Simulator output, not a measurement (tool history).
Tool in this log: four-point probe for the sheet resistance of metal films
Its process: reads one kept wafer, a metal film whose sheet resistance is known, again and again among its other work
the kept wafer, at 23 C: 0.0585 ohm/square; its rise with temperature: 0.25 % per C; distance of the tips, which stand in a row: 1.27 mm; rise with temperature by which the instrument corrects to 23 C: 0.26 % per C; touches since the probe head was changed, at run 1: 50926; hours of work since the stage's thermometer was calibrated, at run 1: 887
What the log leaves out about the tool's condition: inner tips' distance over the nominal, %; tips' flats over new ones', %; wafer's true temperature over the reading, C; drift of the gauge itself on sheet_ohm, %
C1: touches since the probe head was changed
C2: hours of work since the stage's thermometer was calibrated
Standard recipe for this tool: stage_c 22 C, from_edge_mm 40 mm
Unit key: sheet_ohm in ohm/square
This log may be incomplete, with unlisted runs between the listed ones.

Run 1, hour 0: usual settings; C1 50926; C2 887. Result: sheet_ohm 0.057972 ohm/square.
Run 2, hour 40.3: usual settings; C1 52022; C2 920. Result: sheet_ohm 0.057967 ohm/square.
Run 3, hour 75.2: usual settings; C1 52971; C2 947. Result: sheet_ohm 0.057949 ohm/square.
Run 4, hour 94.9: usual settings; C1 53505; C2 963. Result: sheet_ohm 0.057957 ohm/square.
Run 5, hour 127.4: usual settings; C1 54388; C2 989. Result: sheet_ohm 0.057928 ohm/square.
Run 6, hour 161.4: usual settings but stage_c 18 C; C1 55313; C2 1016. Result: sheet_ohm 0.057961 ohm/square.
Run 7, hour 190.7: usual settings but stage_c 19 C; C1 56109; C2 1039. Result: sheet_ohm 0.057959 ohm/square.
Run 8, hour 225.5: usual settings; C1 57055; C2 1067. Result: sheet_ohm 0.057954 ohm/square.
At hour 229.8: stage's thermometer calibrated.
Run 9, hour 257.8: usual settings; C1 57921; C2 22. Result: sheet_ohm 0.057875 ohm/square.
Run 10, hour 303.9: usual settings but stage_c 34 C; C1 59174; C2 59. Result: sheet_ohm 0.057791 ohm/square.
Run 11, hour 326.2: usual settings but stage_c 23 C, from_edge_mm 17 mm; C1 59780; C2 77. Result: sheet_ohm 0.058004 ohm/square.
Run 12, hour 348.9: usual settings but stage_c 23 C, from_edge_mm 17 mm; C1 60396; C2 95. Result: sheet_ohm 0.05801 ohm/square.
Run 13, hour 380.9: usual settings but stage_c 25 C, from_edge_mm 23 mm; C1 61267; C2 120. Result: sheet_ohm 0.057892 ohm/square.
Run 14, hour 427.1: usual settings but stage_c 29 C, from_edge_mm 11 mm; C1 62523; C2 157. Result: sheet_ohm 0.0582 ohm/square.
At hour 443.4: stage's thermometer calibrated, once more.
Run 15, hour 446.9: usual settings but from_edge_mm 21 mm; C1 63047; C2 3. Result: sheet_ohm 0.058015 ohm/square.

Hidden state at the last listed run before each entry between runs and at the first one after, where it differs:
Run 8 -> run 9: stage's thermometer calibrated (hour 229.8)
  inner tips' distance over the nominal, %: -0.896 -> -0.907; wafer's true temperature over the reading, C: -0.35 -> -0.52
  measured minus no-state result, sheet_ohm: -0.000619 -> -0.00065 ohm/square
Run 14 -> run 15: stage's thermometer calibrated, once more (hour 443.4)
  inner tips' distance over the nominal, %: -0.967 -> -0.974; tips' flats over new ones', %: 51 -> 52; wafer's true temperature over the reading, C: -0.57 -> -0.04
  measured minus no-state result, sheet_ohm: -0.000697 -> -0.000624 ohm/square
